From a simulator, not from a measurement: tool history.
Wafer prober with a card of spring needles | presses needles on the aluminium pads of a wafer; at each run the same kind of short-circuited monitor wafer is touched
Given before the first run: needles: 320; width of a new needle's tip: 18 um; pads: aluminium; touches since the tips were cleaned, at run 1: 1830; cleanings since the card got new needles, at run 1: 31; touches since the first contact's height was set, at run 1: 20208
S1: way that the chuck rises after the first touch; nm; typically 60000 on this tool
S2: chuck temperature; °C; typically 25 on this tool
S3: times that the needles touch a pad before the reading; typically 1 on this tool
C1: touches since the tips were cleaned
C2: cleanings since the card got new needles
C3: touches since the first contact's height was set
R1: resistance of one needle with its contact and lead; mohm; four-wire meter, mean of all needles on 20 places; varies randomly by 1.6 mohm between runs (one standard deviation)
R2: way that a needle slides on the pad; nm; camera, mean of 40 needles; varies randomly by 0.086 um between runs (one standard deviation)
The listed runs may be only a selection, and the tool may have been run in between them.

run   hour     S1   S2  S3    C1  C2     C3   R1     R2
  1    0.0  60000   25   1  1830  31  20208  162  16090
       3.6  -- tips cleaned on abrasive film
  2   11.8  60000   25   1  1683  32  22623  164  16110
      16.2  -- tips cleaned on abrasive film
  3   25.0  45000   25   1  1814  33  25333  175  11920
      29.0  -- tips cleaned on abrasive film
  4   37.3  45000   25   1  1720  34  27840  174  12190
      42.3  -- tips cleaned on abrasive film
  5   52.1  45000   25   1  2027  35  30872  179  11930
      55.6  -- tips cleaned on abrasive film
  6   62.8  45000   25   1  1476  36  33058  171  12040
      68.0  -- tips cleaned on abrasive film
  7   71.5  60000   25   1   711  37  34830  158  15900
      80.5  -- tips cleaned on abrasive film
  8   83.6  60000   31   1   636  38  37320  159  16050
      84.9  -- height of the first contact set anew
  9   91.2  60000   31   1  2138  38   1309  168  15780
      94.1  -- tips cleaned on abrasive film
 10   98.1  60000   31   1   827  39   2714  159  15740
     106.5  -- tips cleaned on abrasive film
 11  111.4  60000   94   1  1006  40   5431  168  15700
     119.5  -- tips cleaned on abrasive film
 12  120.3  60000   94   1   149  41   7240  166  15840
 13  127.5  60000   94   1  1634  41   8725  173  15890
     132.3  -- tips cleaned on abrasive film
 14  134.9  60000   94   3   537  42  10247  163  15780
 15  141.7  53000   25   1  1925  42  11635  170  13820
     145.8  -- tips cleaned on abrasive film
 16  148.5  79000  120   1   546  43  13020  171  20900
     159.4  -- tips cleaned on abrasive film
 17  164.2  62000   32   3   994  44  16241  156  16140
     173.1  -- tips cleaned on abrasive film
 18  174.1  50000   35   2   198  45  18263  161  12770
     184.6  -- height of the first contact set anew, once more
     186.6  -- tips cleaned on abrasive film
 19  187.2  50000   35   2   125  46    530  158  13570
     199.1  -- tips cleaned on abrasive film
 20  202.1  48000   25   3   623  47   3578  161  13060
 21  210.6  48000   25   3  2384  47   5339  162  13030
     211.7  -- tips cleaned on abrasive film
     224.3  -- tips cleaned on abrasive film
 22  224.3  76000   25   1     0  49   8126  150  20400
 23  232.0  76000   25   1  1571  49   9697  155  20590

Predict each of these 3 candidate next runs independently; none follows another, all start after run 23:
     237.0  -- tips cleaned on abrasive film
  A  244.8  45000  25   1  1617  50  12323   ?   ?
     237.0  -- tips cleaned on abrasive film
  B  244.8  59000  25   2  1617  50  12323   ?   ?
     237.0  -- tips cleaned on abrasive film
  C  244.8  74000  39   1  1617  50  12323   ?   ?

run   R1     R2
  A  175  11840
  B  159  16010
  C  159  20000
Had the tool no hidden state, the same runs would have come out as:
run   R1     R2
  A  153  11970
  B  150  16140
  C  150  20120

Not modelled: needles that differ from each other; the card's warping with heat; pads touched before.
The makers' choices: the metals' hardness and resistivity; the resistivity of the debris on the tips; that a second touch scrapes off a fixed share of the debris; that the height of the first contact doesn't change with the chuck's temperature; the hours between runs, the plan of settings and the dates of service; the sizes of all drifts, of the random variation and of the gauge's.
